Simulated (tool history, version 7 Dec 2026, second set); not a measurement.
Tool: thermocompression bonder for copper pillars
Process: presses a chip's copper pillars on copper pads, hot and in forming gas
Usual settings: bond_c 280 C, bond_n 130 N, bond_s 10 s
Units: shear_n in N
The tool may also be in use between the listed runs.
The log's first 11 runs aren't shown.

run,day,bond_c,bond_n,bond_s,shear_n
12,3.446,280,130,10,51
13,3.871,280,100,10,42.5
14,4.175,280,100,8,39.1
15,4.45,280,100,8,39.2
# day 4.612: forming gas filter changed
16,4.688,305,100,8,55.8
17,4.958,308,81,12,57.2
18,5.425,304,92,30,74.1
19,5.646,272,92,6,31.3
20,6.108,252,145,9,39.1
# day 6.196: force cell calibrated
21,6.571,280,149,5,47.8
22,6.908,280,149,5,47.6
# day 7.012: force cell calibrated, once more
23,7.442,278,82,14,43
24,7.7,280,127,10,53.2
25,8.092,280,127,5,42.3
26,8.383,278,130,10,53
27,8.804,304,104,10,60.4
28,9.288,280,132,10,54.4
29,9.529,280,132,10,54.5
30,9.917,280,121,13,55.9

5 ways to go on from here, each from the tool as it stands after run 30. What would each give?
A,10.383,273,179,6,?
B,10.383,286,83,6,?
C,10.383,272,154,6,?
D,10.383,305,93,15,?
E,10.383,293,130,10,?

run,shear_n
A,52.1
B,35.4
C,46.4
D,63.8
E,61.6
Without the tool's hidden state the same runs would have given:
run,shear_n
A,50
B,33.6
C,44.3
D,61.9
E,59.7

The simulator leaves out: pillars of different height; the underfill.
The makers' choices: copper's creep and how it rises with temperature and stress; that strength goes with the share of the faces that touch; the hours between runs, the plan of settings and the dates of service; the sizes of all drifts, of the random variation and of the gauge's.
